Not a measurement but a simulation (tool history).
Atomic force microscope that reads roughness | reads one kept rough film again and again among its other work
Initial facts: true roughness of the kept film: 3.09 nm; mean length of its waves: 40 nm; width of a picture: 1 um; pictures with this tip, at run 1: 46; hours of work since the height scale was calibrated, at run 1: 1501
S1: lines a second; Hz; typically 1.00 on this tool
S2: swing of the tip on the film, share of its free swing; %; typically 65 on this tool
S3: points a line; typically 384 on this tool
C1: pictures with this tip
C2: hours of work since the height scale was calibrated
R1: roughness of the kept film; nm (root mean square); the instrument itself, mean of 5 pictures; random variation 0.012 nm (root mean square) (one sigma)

run    hour    S1  S2   S3   C1    C2     R1
  1     0.0  1.00  65  384   46  1501  2.657
  2    58.5  1.00  65  568  115  1529  2.514
  3    97.9  1.00  59  384  161  1548  2.429
      120.7  -- new tip fitted
  4   175.0  1.00  65  430   63  1586  2.603
  5   243.4  1.00  65  384  143  1619  2.405
      284.2  -- new tip fitted
  6   302.5  1.00  65  384   22  1647  2.691
  7   349.1  1.00  65  384   76  1670  2.579
  8   384.1  1.26  65  384  117  1687  2.452
  9   442.9  1.26  65  384  186  1715  2.296
      448.9  -- new tip fitted
 10   523.2  1.26  65  384   87  1754  2.548
 11   579.4  1.26  65  384  153  1781  2.401
      610.1  -- new tip fitted
 12   658.0  1.26  65  384   56  1819  2.583
 13   705.7  1.26  65  384  112  1842  2.459
      713.3  -- height scale calibrated on a step standard
 14   766.3  1.60  62  384  182    26  2.298
      773.0  -- new tip fitted
 15   829.3  1.60  62  384   66    56  2.556
 16   867.8  1.32  65  298  111    75  2.460
      924.3  -- height scale calibrated on a step standard, once more
 17   929.5  1.87  90  790  182     3  2.066
      936.6  -- new tip fitted
 18   974.4  0.92  89  384   44    24  2.539
 19  1040.0  1.92  55  418  121    56  2.525
     1102.8  -- new tip fitted
 20  1119.5  2.78  67  339   19    94  2.634
 21  1167.8  1.02  65  384   76   118  2.617
 22  1210.1  1.02  65  384  125   138  2.529
 23  1255.9  1.02  90  384  179   160  2.238
     1266.8  -- new tip fitted
 24  1333.3  0.51  74  363   78   197  2.628
 25  1396.4  0.89  63  371  151   228  2.465
     1430.2  -- new tip fitted
 26  1459.6  2.16  56  304   35   258  2.708

What if the next run were any one of these 3? Each begins from the tool's condition after run 26:
  A  1512.8  0.83  56  311  97  284   ?
  B  1512.8  3.61  56  607  97  284   ?
  C  1512.8  2.72  77  384  97  284   ?

run     R1
  A  2.619
  B  2.502
  C  2.301
The same runs, with their run-to-run variation unchanged, on a tool lacking any hidden condition would have given:
run     R1
  A  2.915
  B  2.785
  C  2.561
